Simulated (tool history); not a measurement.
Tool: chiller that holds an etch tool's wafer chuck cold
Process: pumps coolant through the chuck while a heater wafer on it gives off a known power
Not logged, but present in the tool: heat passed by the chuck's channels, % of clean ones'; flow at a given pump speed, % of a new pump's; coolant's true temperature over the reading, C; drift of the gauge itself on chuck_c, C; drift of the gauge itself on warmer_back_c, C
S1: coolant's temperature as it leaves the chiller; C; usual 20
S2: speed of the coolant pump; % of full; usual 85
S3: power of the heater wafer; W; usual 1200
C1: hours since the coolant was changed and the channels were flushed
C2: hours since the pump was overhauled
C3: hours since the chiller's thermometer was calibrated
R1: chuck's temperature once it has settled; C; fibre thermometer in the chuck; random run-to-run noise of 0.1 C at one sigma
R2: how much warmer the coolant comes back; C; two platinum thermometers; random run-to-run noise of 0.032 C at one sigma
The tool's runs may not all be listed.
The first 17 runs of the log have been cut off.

Run 18, day 102.962: usual settings but S1 18 C, S2 67 % of full, S3 1299 W; C1 2384; C2 3790; C3 277. Result: R1 31.3 C, R2 5.29 C.
Run 19, day 108.271: usual settings but S1 13 C, S2 97 % of full, S3 1299 W; C1 2511; C2 3917; C3 405. Result: R1 23.8 C, R2 3.66 C.
Run 20, day 114.554: usual settings but S1 24 C, S3 1264 W; C1 2662; C2 4068; C3 555. Result: R1 35.4 C, R2 4.02 C.
Run 21, day 121.012: usual settings but S1 26 C, S2 67 % of full, S3 1069 W; C1 2817; C2 4223; C3 711. Result: R1 37.1 C, R2 4.35 C.
Run 22, day 128.662: usual settings but S3 1691 W; C1 3001; C2 4406; C3 894. Result: R1 35.1 C, R2 5.45 C.
At day 130.375: chiller's thermometer calibrated, once more.
Run 23, day 133.475: usual settings but S1 21 C, S2 69 % of full, S3 1719 W; C1 3115; C2 4521; C3 74. Result: R1 38.0 C, R2 6.83 C.
Run 24, day 138.733: usual settings but S1 27 C, S2 71 % of full, S3 1294 W; C1 3241; C2 4647; C3 201. Result: R1 39.6 C, R2 4.98 C.
Run 25, day 143.554: usual settings but S1 27 C, S2 71 % of full, S3 1294 W; C1 3357; C2 4763; C3 316. Result: R1 39.8 C, R2 4.96 C.
Run 26, day 149.417: usual settings but S1 23 C, S2 100 % of full, S3 1384 W; C1 3498; C2 4903; C3 457. Result: R1 34.1 C, R2 3.76 C.
Run 27, day 156.888: usual settings but S1 23 C, S2 100 % of full, S3 1384 W; C1 3677; C2 5083; C3 636. Result: R1 34.0 C, R2 3.86 C.
Run 28, day 165.329: usual settings but S1 14 C, S2 98 % of full, S3 1660 W; C1 3880; C2 5285; C3 839. Result: R1 27.5 C, R2 4.65 C.
Run 29, day 169.612: usual settings but S2 95 % of full, S3 1506 W; C1 3983; C2 5388; C3 942. Result: R1 32.5 C, R2 4.38 C.
Run 30, day 173.196: usual settings but S2 95 % of full, S3 1506 W; C1 4069; C2 5474; C3 1028. Result: R1 32.6 C, R2 4.37 C.
Run 31, day 178.075: usual settings but S1 28 C, S2 63 % of full, S3 1227 W; C1 4186; C2 5591; C3 1145. Result: R1 41.2 C, R2 5.35 C.
Run 32, day 184.971: usual settings but S1 28 C, S2 63 % of full, S3 1227 W; C1 4351; C2 5757; C3 1310. Result: R1 41.3 C, R2 5.36 C.
Run 33, day 193.012: usual settings but S1 28 C, S3 1357 W; C1 4544; C2 5950; C3 1503. Result: R1 40.3 C, R2 4.46 C.

Consider 3 possible next runs. They are alternatives, not a sequence: every one starts from the tool as it was left by run 33. What does each give?
Run A, day 196.883: usual settings but S1 14 C, S2 69 % of full, S3 785 W; C1 4637; C2 6043; C3 1596. Result: R1 ?, R2 ?.
Run B, day 196.883: usual settings but S1 28 C, S3 972 W; C1 4637; C2 6043; C3 1596. Result: R1 ?, R2 ?.
Run C, day 196.883: usual settings but S1 21 C, S2 89 % of full, S3 1430 W; C1 4637; C2 6043; C3 1596. Result: R1 ?, R2 ?.

run    R1    R2
  A  22.1  3.16
  B  36.7  3.21
  C  33.5  4.52
Stripped of hidden state, with their random variation kept, the same runs would have yielded:
run    R1    R2
  A  21.3  3.03
  B  35.8  3.08
  C  32.3  4.33

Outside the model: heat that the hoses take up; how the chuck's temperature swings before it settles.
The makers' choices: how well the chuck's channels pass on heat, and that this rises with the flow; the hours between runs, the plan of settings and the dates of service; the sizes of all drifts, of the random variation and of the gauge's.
